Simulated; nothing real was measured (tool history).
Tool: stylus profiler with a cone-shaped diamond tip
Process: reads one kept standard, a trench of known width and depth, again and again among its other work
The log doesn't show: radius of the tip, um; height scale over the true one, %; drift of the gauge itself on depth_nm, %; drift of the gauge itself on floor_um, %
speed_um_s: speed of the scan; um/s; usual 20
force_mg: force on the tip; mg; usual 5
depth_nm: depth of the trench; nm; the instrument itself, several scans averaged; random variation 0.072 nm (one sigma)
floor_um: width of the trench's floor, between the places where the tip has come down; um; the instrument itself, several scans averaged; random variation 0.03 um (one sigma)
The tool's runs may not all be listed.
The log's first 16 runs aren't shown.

run,hour,speed_um_s,force_mg,scans with this tip,hours of work since the height scale was calibrated,depth_nm,floor_um
17,978,20,14.02,14124,291,104.02,98.71
18,1046.3,20,4.17,14414,341,101.76,98.66
19,1101.5,20,4.17,14648,381,101.81,98.66
20,1174.4,20,4.17,14956,435,101.77,98.61
21,1271.7,60,10.27,15369,506,103.38,98.59
22,1332.5,33,11.58,15626,550,103.53,98.7
23,1431,33,11.58,16044,622,103.6,98.63
24,1508.4,33,11.58,16372,678,103.6,98.72

Forecast run 25:
25,1552,8,5.47,16556,710,?,?

depth_nm: 102.06 nm
floor_um: 98.74 um
Without the tool's hidden state the same run would have given depth_nm 102.06 nm, floor_um 98.75 um.
